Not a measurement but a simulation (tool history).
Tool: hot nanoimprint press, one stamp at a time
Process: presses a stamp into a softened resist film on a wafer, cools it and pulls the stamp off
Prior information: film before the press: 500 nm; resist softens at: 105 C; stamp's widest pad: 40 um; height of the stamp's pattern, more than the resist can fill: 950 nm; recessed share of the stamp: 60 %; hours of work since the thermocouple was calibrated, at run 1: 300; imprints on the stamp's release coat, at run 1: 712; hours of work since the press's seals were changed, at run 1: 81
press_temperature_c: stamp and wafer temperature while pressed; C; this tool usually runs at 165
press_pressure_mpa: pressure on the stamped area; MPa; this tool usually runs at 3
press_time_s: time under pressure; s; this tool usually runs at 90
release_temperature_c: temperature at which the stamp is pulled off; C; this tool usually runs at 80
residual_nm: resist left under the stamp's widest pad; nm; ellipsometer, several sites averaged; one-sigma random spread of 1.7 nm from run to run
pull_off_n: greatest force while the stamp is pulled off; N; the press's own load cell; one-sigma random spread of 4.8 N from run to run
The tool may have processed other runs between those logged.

run	hour	press_temperature_c	press_pressure_mpa	press_time_s	release_temperature_c	hours of work since the thermocouple was calibrated	imprints on the stamp's release coat	hours of work since the press's seals were changed	residual_nm	pull_off_n
1	0	165	3	90	80	300	712	81	278.8	299
2	17.2	173	3	90	80	314	808	94	204.3	300
3	30.2	173	3	90	80	324	880	105	206.1	313
4	48.5	165	3	90	80	338	982	119	281.1	315
5	58.9	162	3	90	80	347	1040	127	318.1	334
6	74	165	4.33	90	80	359	1124	139	235.5	343
7	91.5	165	3	90	67	372	1221	153	281.1	407
8	99.5	165	3	90	67	379	1265	159	283.3	418
# hour 115.1: stamp cleaned and given a new release coat
9	122.1	165	3	90	67	392	38	172	286.8	313
10	133.9	165	3	90	67	401	104	182	287.8	313
11	149.7	161	2.34	90	69	413	192	194	371.8	317
12	164.5	169	2.55	171	87	425	274	206	218.3	224
# hour 168.8: plate thermocouple calibrated
13	177.2	170	2.12	53	69	7	328	213	329.7	331
14	191.6	165	3	90	69	18	408	225	292	347
15	209.1	165	3.6	90	71	32	505	238	266.9	336
# hour 214.2: plate thermocouple calibrated, once more
16	226.9	165	3.5	147	77	10	587	250	212.7	291
17	240.9	154	2.86	139	77	21	665	261	370.1	298
18	259	154	3	90	80	35	766	275	397.6	291
19	270.4	154	3	90	80	44	829	284	396.1	309
20	281.6	154	3	90	80	53	892	293	395	300

Describe how what the log doesn't record of the tool's condition differs between the last listed run preceding each entry between runs and the first listed run following it.
Logged between run 8 and run 9: stamp cleaned and given a new release coat (hour 115.1)
  true temperature over the reading, C: -1.91 -> -1.97; pressure that arrives at the usual setting, %: 99.16 -> 99.1; grip of the stamp's worn release coat, % over a new coat's: 40 -> 1.1
  difference, measured minus the result without the unlogged condition, residual_nm: +21.9 -> +22.9 nm; pull_off_n: +128 -> +13 N
Logged between run 12 and run 13: plate thermocouple calibrated (hour 168.8)
  true temperature over the reading, C: -2.12 -> -2.39; pressure that arrives at the usual setting, %: 98.94 -> 98.91; grip of the stamp's worn release coat, % over a new coat's: 8.2 -> 9.9
  difference, measured minus the result without the unlogged condition, residual_nm: +19.7 -> +25.5 nm; pull_off_n: +26 -> +42 N
Logged between run 15 and run 16: plate thermocouple calibrated, once more (hour 214.2)
  true temperature over the reading, C: -2.5 -> -0.13; pressure that arrives at the usual setting, %: 98.79 -> 98.74; grip of the stamp's worn release coat, % over a new coat's: 15.4 -> 18
  difference, measured minus the result without the unlogged condition, residual_nm: +28.5 -> +3 nm; pull_off_n: +56 -> +45 N
